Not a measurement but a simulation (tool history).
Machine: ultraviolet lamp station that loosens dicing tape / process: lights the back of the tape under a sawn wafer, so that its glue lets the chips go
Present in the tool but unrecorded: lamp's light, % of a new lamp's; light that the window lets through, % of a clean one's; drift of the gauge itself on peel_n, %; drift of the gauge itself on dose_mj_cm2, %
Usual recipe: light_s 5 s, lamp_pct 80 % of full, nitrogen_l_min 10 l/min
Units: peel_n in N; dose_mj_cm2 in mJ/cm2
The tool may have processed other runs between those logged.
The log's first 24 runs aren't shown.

run	hour	light_s	lamp_pct	nitrogen_l_min	hours of work of the lamp	hours of work since the window was cleaned	peel_n	dose_mj_cm2
25	1129.9	5	81	12	91	40	0.285	405
26	1162.4	5	81	12	105	54	0.282	399
27	1207.8	6	80	10	125	73	0.243	481
28	1240.2	3	69	9	139	87	1.126	208
29	1295.7	3	69	9	163	112	1.140	211
30	1329.1	6	96	10	177	126	0.215	577
31	1363.7	6	96	10	192	141	0.221	579
32	1393.6	6	96	10	205	154	0.224	574
33	1429.6	6	93	10	221	170	0.218	549
34	1477.9	6	93	10	242	191	0.227	556
35	1533.9	6	93	10	266	215	0.229	550
36	1598.5	9	69	4	294	243	0.241	617
37	1636.4	5	65	5	311	259	0.611	325
38	1679.5	5	73	17	329	278	0.303	365
39	1721.2	5	73	17	347	296	0.292	365
# hour 1753.4: window cleaned of glue's vapour
40	1788.7	6	81	7	376	15	0.263	483
41	1850.3	5	93	7	403	42	0.285	461
42	1906.1	4	68	5	427	66	0.867	267
43	1972.2	5	95	10	456	95	0.248	474

Each row is a separate what-if for the run after 43, all from the same tool condition, not one after another. Results?
A	2029.5	7	80	7	481	120	?	?
B	2029.5	5	80	17	481	120	?	?
C	2029.5	2	99	17	481	120	?	?
D	2029.5	5	85	4	481	120	?	?

run	peel_n	dose_mj_cm2
A	0.235	563
B	0.261	399
C	0.970	200
D	0.395	424
Without the tool's unlogged condition, the same runs would have read:
run	peel_n	dose_mj_cm2
A	0.235	564
B	0.260	399
C	0.968	200
D	0.394	424
